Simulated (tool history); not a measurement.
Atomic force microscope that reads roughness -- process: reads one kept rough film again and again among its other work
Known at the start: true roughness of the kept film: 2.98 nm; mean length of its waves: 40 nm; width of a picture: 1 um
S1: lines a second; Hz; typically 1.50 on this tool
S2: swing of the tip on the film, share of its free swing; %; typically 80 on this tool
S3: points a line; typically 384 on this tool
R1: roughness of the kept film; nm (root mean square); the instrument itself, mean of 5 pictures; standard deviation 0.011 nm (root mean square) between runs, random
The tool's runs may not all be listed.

run 1 day=0.000 | S1=1.50 S2=80 S3=384 | R1=2.630
run 2 day=1.862 | S1=1.50 S2=80 S3=384 | R1=2.645
-- day=2.362 new tip fitted
run 3 day=5.271 | S1=1.50 S2=80 S3=279 | R1=2.647
-- day=6.488 new tip fitted
run 4 day=8.671 | S1=1.50 S2=80 S3=384 | R1=2.657
-- day=10.496 new tip fitted
run 5 day=11.425 | S1=1.50 S2=80 S3=384 | R1=2.658
-- day=14.658 new tip fitted
run 6 day=14.904 | S1=1.50 S2=80 S3=384 | R1=2.656
run 7 day=18.233 | S1=1.50 S2=80 S3=384 | R1=2.655
-- day=18.850 new tip fitted
run 8 day=20.812 | S1=1.50 S2=80 S3=384 | R1=2.645
run 9 day=22.767 | S1=1.50 S2=80 S3=628 | R1=2.633
-- day=22.996 new tip fitted
run 10 day=24.825 | S1=1.50 S2=80 S3=628 | R1=2.667
-- day=27.096 new tip fitted
run 11 day=27.133 | S1=1.50 S2=80 S3=628 | R1=2.676
run 12 day=28.825 | S1=1.50 S2=80 S3=384 | R1=2.663
-- day=31.142 new tip fitted
run 13 day=32.258 | S1=1.50 S2=80 S3=384 | R1=2.662
run 14 day=33.842 | S1=1.50 S2=80 S3=384 | R1=2.640
-- day=35.229 new tip fitted
run 15 day=37.108 | S1=1.50 S2=80 S3=663 | R1=2.669
-- day=39.312 new tip fitted
run 16 day=40.683 | S1=1.50 S2=80 S3=663 | R1=2.657
-- day=43.342 new tip fitted
run 17 day=43.342 | S1=1.50 S2=80 S3=663 | R1=2.668
run 18 day=46.871 | S1=2.11 S2=80 S3=384 | R1=2.553
-- day=47.550 new tip fitted
run 19 day=50.371 | S1=1.50 S2=68 S3=384 | R1=2.716
-- day=51.829 new tip fitted
run 20 day=53.688 | S1=1.50 S2=80 S3=384 | R1=2.664
-- day=55.946 new tip fitted
run 21 day=57.196 | S1=1.50 S2=80 S3=384 | R1=2.658
run 22 day=59.000 | S1=1.50 S2=80 S3=384 | R1=2.642
-- day=59.958 new tip fitted
run 23 day=61.354 | S1=1.51 S2=80 S3=384 | R1=2.643
-- day=63.954 new tip fitted
run 24 day=63.954 | S1=1.50 S2=80 S3=384 | R1=2.673
run 25 day=65.450 | S1=1.50 S2=80 S3=384 | R1=2.661
-- day=67.988 new tip fitted
run 26 day=68.175 | S1=1.50 S2=76 S3=360 | R1=2.701
run 27 day=71.004 | S1=1.50 S2=76 S3=360 | R1=2.688
-- day=72.158 new tip fitted
run 28 day=72.721 | S1=3.01 S2=86 S3=311 | R1=2.365
run 29 day=74.529 | S1=3.01 S2=86 S3=311 | R1=2.347
-- day=76.262 new tip fitted
run 30 day=77.904 | S1=3.01 S2=86 S3=311 | R1=2.371
-- day=80.292 new tip fitted
run 31 day=80.429 | S1=3.01 S2=87 S3=311 | R1=2.333
run 32 day=82.100 | S1=0.85 S2=74 S3=293 | R1=2.757
run 33 day=83.762 | S1=1.50 S2=65 S3=527 | R1=2.773
-- day=84.312 new tip fitted
run 34 day=85.496 | S1=2.15 S2=89 S3=475 | R1=2.425
-- day=88.342 new tip fitted
run 35 day=88.342 | S1=3.85 S2=81 S3=835 | R1=2.389
run 36 day=91.242 | S1=3.85 S2=81 S3=835 | R1=2.376
-- day=92.496 new tip fitted
run 37 day=93.988 | S1=0.64 S2=70 S3=425 | R1=2.822
-- day=96.604 new tip fitted
run 38 day=96.667 | S1=3.47 S2=58 S3=718 | R1=2.729
run 39 day=99.108 | S1=3.47 S2=58 S3=718 | R1=2.730
-- day=100.679 new tip fitted
run 40 day=100.850 | S1=2.06 S2=58 S3=586 | R1=2.805
run 41 day=103.804 | S1=1.74 S2=71 S3=440 | R1=2.694
-- day=104.804 new tip fitted
run 42 day=106.142 | S1=1.84 S2=60 S3=342 | R1=2.796
-- day=109.075 new tip fitted
run 43 day=109.608 | S1=1.84 S2=60 S3=342 | R1=2.787
run 44 day=112.346 | S1=0.84 S2=86 S3=774 | R1=2.696
-- day=113.175 new tip fitted
run 45 day=114.200 | S1=1.50 S2=88 S3=499 | R1=2.577
run 46 day=115.962 | S1=0.72 S2=68 S3=263 | R1=2.809
-- day=117.421 new tip fitted
run 47 day=117.771 | S1=0.51 S2=58 S3=384 | R1=2.839
-- day=121.450 new tip fitted
run 48 day=121.450 | S1=0.51 S2=69 S3=312 | R1=2.816
-- day=123.104 height scale calibrated on a step standard
run 49 day=123.412 | S1=0.51 S2=69 S3=312 | R1=2.809
-- day=125.512 new tip fitted
run 50 day=126.892 | S1=2.36 S2=69 S3=384 | R1=2.669

Hidden state or all else? Some run-to-run changes of R1, split into what the settings, what came in and random variation would give without the hidden state, and what is left for the hidden state (with any gauge scatter that isn't in both results):
Unlogged tool condition in this case: radius of the tip, nm; height scale over the true one, %; drift of the gauge itself on roughness_nm, %.
Run 6 -> 7: no setting touched and nothing written in the log between the runs. R1 -0.001 nm (root mean square): hidden state -0.010, all else +0.009.
Run 17 -> 18: S1 1.50 -> 2.11, S3 663 -> 384. R1 -0.115 nm (root mean square): hidden state -0.008, all else -0.107.
Run 31 -> 32: S1 3.01 -> 0.85, S2 87 -> 74, S3 311 -> 293. R1 +0.424 nm (root mean square): hidden state -0.005, all else +0.429.
Run 33 -> 34: S1 1.50 -> 2.15, S2 65 -> 89, S3 527 -> 475, new tip fitted. R1 -0.348 nm (root mean square): hidden state +0.007, all else -0.355.
Run 36 -> 37: S1 3.85 -> 0.64, S2 81 -> 70, S3 835 -> 425, new tip fitted. R1 +0.446 nm (root mean square): hidden state +0.003, all else +0.443.
Run 40 -> 41: S1 2.06 -> 1.74, S2 58 -> 71, S3 586 -> 440. R1 -0.111 nm (root mean square): hidden state -0.009, all else -0.102.
